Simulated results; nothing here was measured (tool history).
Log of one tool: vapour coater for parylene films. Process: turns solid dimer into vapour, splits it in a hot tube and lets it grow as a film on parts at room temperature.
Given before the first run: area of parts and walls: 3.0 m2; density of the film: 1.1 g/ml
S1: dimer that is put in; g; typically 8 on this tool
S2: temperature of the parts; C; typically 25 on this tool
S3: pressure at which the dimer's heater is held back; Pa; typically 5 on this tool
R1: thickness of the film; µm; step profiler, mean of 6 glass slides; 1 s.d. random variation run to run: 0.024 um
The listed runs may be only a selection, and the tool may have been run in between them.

run    hour  S1  S2     S3    R1
  1       0   8  25      5  1.61
  2    63.9   8  25      5  1.58
  3   123.3   8  25      5  1.59
  4   170.1   8  25      5  1.57
  5   252.3   8  25      5  1.54
  6   293.6   8  25      5  1.51
  7   350.4   8  25      5   1.5
  8   386.5   8  25      5  1.48
  9   437.4   8  25      5  1.43
 10   478.6   8  25      5  1.45
 11   531.9   7  25      5  1.29
 12     618   7  25      5  1.23
 13   670.4   7  25      5  1.45
 14   711.4   7  25      5  1.45
 15   782.1   7  25      5  1.42
 16   828.6   7  25      5  1.44
 17   907.1   8  25      5  1.55
 18   955.8   8  30      5  1.36
 19  1005.1   8  30      5  1.36
 20  1079.7   8  30   2.71  1.53
 21  1166.1   8  30   2.71  1.54
 22  1224.4   8  30   2.71  1.55
 23  1297.3   8  30   2.71  1.49
 24  1346.6   8  30   2.71  1.46
 25  1407.2  14  30  10.58  2.15
 26  1466.3  11  36   2.03  2.14
 27  1543.1  11  32  11.39  1.57
 28  1618.1  11  36  11.39  1.41
 29  1660.3   8  17      5  1.92
 30  1739.7   8  17      5  1.88
 31  1815.7   3  29   2.48  0.61
 32  1894.2   5  24   2.49  1.14
 33  1935.9   5  24   2.49  1.09
 34  2022.2   5  24   2.49  1.15
 35  2110.4   5  24   2.49  1.24
 36  2154.4   9  24   2.49  2.21
 37    2232   4  23      5  0.88
 38  2285.1   4  23      5  0.81
 39  2344.1   4  23      5  0.82
 40  2391.6   4  23      5   0.8
 41  2428.2  14  24   4.29  2.87
 42    2487   8  20   3.22  1.89
 43  2554.2   8  28  10.57  1.18
 44  2608.5   8  34  10.57     1
 45  2663.8   8  34  10.57  1.01
 46  2747.8   8  34  10.57     1
 47  2823.6   9  21   8.95   1.8

Withheld: 6 entries from between the runs. Position of each, and hidden state at the listed run before versus the listed run after:
Runs 12 to 13: trap's valve overhauled (hour 636.9)
  vapour lost through the trap's worn valve, %: 15.1 -> 0.8; true temperature of the parts over the reading, C: -0.38 -> -0.4
  what was measured, less what the result would be without the hidden state, R1: -0.21 -> +0 µm
Runs 18 to 19: table's thermometer calibrated (hour 1005.1)
  vapour lost through the trap's worn valve, %: 6.4 -> 7.4; true temperature of the parts over the reading, C: -0.53 -> 0.11
  what was measured, less what the result would be without the hidden state, R1: -0.08 -> -0.11 µm
Runs 24 to 25: trap's valve overhauled (hour 1365.5)
  vapour lost through the trap's worn valve, %: 13.9 -> 0.9; true temperature of the parts over the reading, C: -0.05 -> -0.07
  what was measured, less what the result would be without the hidden state, R1: -0.24 -> -0.01 µm
Runs 34 to 35: trap's valve overhauled (hour 2092.2); table's thermometer calibrated (hour 2105.9)
  vapour lost through the trap's worn valve, %: 12.9 -> 0.9; true temperature of the parts over the reading, C: -0.33 -> -0.05
  what was measured, less what the result would be without the hidden state, R1: -0.15 -> -0.01 µm
Runs 46 to 47: trap's valve overhauled (hour 2817)
  vapour lost through the trap's worn valve, %: 13.8 -> 0.3; true temperature of the parts over the reading, C: -0.33 -> -0.36
  what was measured, less what the result would be without the hidden state, R1: -0.15 -> +0.01 µm
